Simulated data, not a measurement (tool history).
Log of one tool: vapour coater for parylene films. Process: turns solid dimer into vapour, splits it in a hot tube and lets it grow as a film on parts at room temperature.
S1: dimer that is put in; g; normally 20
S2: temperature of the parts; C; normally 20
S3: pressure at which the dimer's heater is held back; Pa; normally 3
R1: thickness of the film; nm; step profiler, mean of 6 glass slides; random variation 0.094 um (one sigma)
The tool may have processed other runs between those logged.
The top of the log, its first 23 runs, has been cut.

run 24 hour=539.8 | S1=12 S2=26 S3=3 | R1=5520
run 25 hour=552.9 | S1=15 S2=20 S3=3 | R1=8230
run 26 hour=568.1 | S1=34 S2=25 S3=10.51 | R1=13650
run 27 hour=587.5 | S1=36 S2=21 S3=2.85 | R1=19090
run 28 hour=600.9 | S1=36 S2=21 S3=2.85 | R1=19240
run 29 hour=619.8 | S1=36 S2=21 S3=2.85 | R1=19040
run 30 hour=639.1 | S1=20 S2=20 S3=2.45 | R1=11310
run 31 hour=660.1 | S1=20 S2=19 S3=3 | R1=11210
run 32 hour=692.4 | S1=20 S2=19 S3=3.2 | R1=11090
run 33 hour=716.1 | S1=19 S2=30 S3=7.65 | R1=6610
run 34 hour=748 | S1=32 S2=19 S3=3 | R1=17590
run 35 hour=761.4 | S1=9 S2=28 S3=5.95 | R1=3480
run 36 hour=793.8 | S1=10 S2=26 S3=5.52 | R1=4080
run 37 hour=819.2 | S1=10 S2=26 S3=5.52 | R1=4130
run 38 hour=836.2 | S1=10 S2=26 S3=5.52 | R1=4050
run 39 hour=863.1 | S1=20 S2=25 S3=5.12 | R1=8550
-- hour=874.2 trap's valve overhauled
run 40 hour=893.8 | S1=20 S2=16 S3=2.43 | R1=12710
run 41 hour=920.4 | S1=34 S2=28 S3=10.83 | R1=12580
run 42 hour=944.5 | S1=28 S2=28 S3=10.83 | R1=10330
run 43 hour=976.1 | S1=24 S2=30 S3=3.2 | R1=9670
run 44 hour=996.9 | S1=24 S2=30 S3=3.2 | R1=9610
run 45 hour=1016.3 | S1=20 S2=26 S3=10.27 | R1=7750
run 46 hour=1037.5 | S1=20 S2=15 S3=7.35 | R1=11440

4 options for the next run, each taken on its own from the tool as it stands now. Forecast them:
run A hour=1057 | S1=20 S2=15 S3=2.79 | R1=?
run B hour=1057 | S1=11 S2=13 S3=3 | R1=?
run C hour=1057 | S1=20 S2=15 S3=6.77 | R1=?
run D hour=1057 | S1=20 S2=16 S3=7.35 | R1=?

run=A R1=12950
run=B R1=7490
run=C R1=11210
run=D R1=10650
With no hidden state in the tool, these same runs would have given:
run=A R1=13700
run=B R1=7930
run=C R1=11870
run=D R1=11270
